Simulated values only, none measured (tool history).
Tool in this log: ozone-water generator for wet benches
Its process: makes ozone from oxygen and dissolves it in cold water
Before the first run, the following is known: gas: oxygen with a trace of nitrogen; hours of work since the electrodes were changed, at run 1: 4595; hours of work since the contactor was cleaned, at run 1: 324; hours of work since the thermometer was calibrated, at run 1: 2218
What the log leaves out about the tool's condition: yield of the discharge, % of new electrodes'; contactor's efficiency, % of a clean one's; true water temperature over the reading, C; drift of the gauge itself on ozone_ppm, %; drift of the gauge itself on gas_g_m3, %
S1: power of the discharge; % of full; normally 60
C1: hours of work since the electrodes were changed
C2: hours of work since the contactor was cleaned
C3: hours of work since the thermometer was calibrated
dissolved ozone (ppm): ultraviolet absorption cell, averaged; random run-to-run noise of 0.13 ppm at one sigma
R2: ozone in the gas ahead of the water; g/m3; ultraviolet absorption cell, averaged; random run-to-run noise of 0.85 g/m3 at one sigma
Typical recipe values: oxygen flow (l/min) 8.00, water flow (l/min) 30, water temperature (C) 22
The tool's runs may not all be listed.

{"run": 1, "hour": 0.0, "S1": 60, "oxygen flow (l/min)": 8.0, "water flow (l/min)": 30, "water temperature (C)": 22, "C1": 4595, "C2": 324, "C3": 2218, "dissolved ozone (ppm)": 11.7, "R2": 124.3}
{"run": 2, "hour": 70.0, "S1": 60, "oxygen flow (l/min)": 8.0, "water flow (l/min)": 30, "water temperature (C)": 22, "C1": 4655, "C2": 384, "C3": 2278, "dissolved ozone (ppm)": 11.7, "R2": 122.8}
{"run": 3, "hour": 153.9, "S1": 60, "oxygen flow (l/min)": 8.0, "water flow (l/min)": 30, "water temperature (C)": 22, "C1": 4727, "C2": 456, "C3": 2350, "dissolved ozone (ppm)": 11.7, "R2": 123.6}
{"run": 4, "hour": 226.9, "S1": 60, "oxygen flow (l/min)": 8.0, "water flow (l/min)": 41, "water temperature (C)": 22, "C1": 4790, "C2": 518, "C3": 2413, "dissolved ozone (ppm)": 9.3, "R2": 122.3}
{"run": 5, "hour": 296.0, "S1": 60, "oxygen flow (l/min)": 8.0, "water flow (l/min)": 30, "water temperature (C)": 22, "C1": 4849, "C2": 577, "C3": 2472, "dissolved ozone (ppm)": 11.6, "R2": 123.0}
{"run": 6, "hour": 385.1, "S1": 60, "oxygen flow (l/min)": 8.0, "water flow (l/min)": 30, "water temperature (C)": 22, "C1": 4925, "C2": 654, "C3": 2548, "dissolved ozone (ppm)": 11.6, "R2": 122.2}
{"run": 7, "hour": 490.6, "S1": 60, "oxygen flow (l/min)": 8.0, "water flow (l/min)": 30, "water temperature (C)": 22, "C1": 5016, "C2": 744, "C3": 2639, "dissolved ozone (ppm)": 11.6, "R2": 121.7}
{"run": 8, "hour": 606.3, "S1": 60, "oxygen flow (l/min)": 8.0, "water flow (l/min)": 30, "water temperature (C)": 18, "C1": 5115, "C2": 844, "C3": 2738, "dissolved ozone (ppm)": 12.1, "R2": 121.6}
{"run": 9, "hour": 763.1, "S1": 60, "oxygen flow (l/min)": 12.81, "water flow (l/min)": 27, "water temperature (C)": 18, "C1": 5250, "C2": 978, "C3": 2873, "dissolved ozone (ppm)": 12.6, "R2": 94.3}
{"run": 10, "hour": 878.6, "S1": 60, "oxygen flow (l/min)": 8.0, "water flow (l/min)": 30, "water temperature (C)": 28, "C1": 5349, "C2": 1077, "C3": 2972, "dissolved ozone (ppm)": 10.2, "R2": 121.3}
{"run": 11, "hour": 965.3, "S1": 41, "oxygen flow (l/min)": 8.86, "water flow (l/min)": 38, "water temperature (C)": 15, "C1": 5423, "C2": 1151, "C3": 3046, "dissolved ozone (ppm)": 8.9, "R2": 94.0}
{"run": 12, "hour": 1094.1, "S1": 68, "oxygen flow (l/min)": 11.78, "water flow (l/min)": 30, "water temperature (C)": 22, "C1": 5533, "C2": 1262, "C3": 3157, "dissolved ozone (ppm)": 11.6, "R2": 105.4}

Predict each of these 5 candidate next runs independently; none follows another, all start after run 12:
{"run": "A", "hour": 1201.1, "S1": 49, "oxygen flow (l/min)": 7.49, "water flow (l/min)": 30, "water temperature (C)": 15, "C1": 5625, "C2": 1354, "C3": 3248, "dissolved ozone (ppm)": "?", "R2": "?"}
{"run": "B", "hour": 1201.1, "S1": 68, "oxygen flow (l/min)": 6.36, "water flow (l/min)": 41, "water temperature (C)": 22, "C1": 5625, "C2": 1354, "C3": 3248, "dissolved ozone (ppm)": "?", "R2": "?"}
{"run": "C", "hour": 1201.1, "S1": 69, "oxygen flow (l/min)": 11.78, "water flow (l/min)": 30, "water temperature (C)": 29, "C1": 5625, "C2": 1354, "C3": 3248, "dissolved ozone (ppm)": "?", "R2": "?"}
{"run": "D", "hour": 1201.1, "S1": 68, "oxygen flow (l/min)": 11.78, "water flow (l/min)": 21, "water temperature (C)": 24, "C1": 5625, "C2": 1354, "C3": 3248, "dissolved ozone (ppm)": "?", "R2": "?"}
{"run": "E", "hour": 1201.1, "S1": 68, "oxygen flow (l/min)": 4.96, "water flow (l/min)": 32, "water temperature (C)": 22, "C1": 5625, "C2": 1354, "C3": 3248, "dissolved ozone (ppm)": "?", "R2": "?"}

run=A dissolved_ozone_(ppm)=11.4 R2=114.2
run=B dissolved_ozone_(ppm)=9.1 R2=141.4
run=C dissolved_ozone_(ppm)=10.2 R2=104.3
run=D dissolved_ozone_(ppm)=13.8 R2=104.7
run=E dissolved_ozone_(ppm)=11.3 R2=164.1
With the hidden condition removed and each run's random variation left untouched, the same runs would have given:
run=A dissolved_ozone_(ppm)=13.2 R2=128.9
run=B dissolved_ozone_(ppm)=10.9 R2=164.3
run=C dissolved_ozone_(ppm)=12.1 R2=121.1
run=D dissolved_ozone_(ppm)=16.4 R2=121.5
run=E dissolved_ozone_(ppm)=13.4 R2=190.5
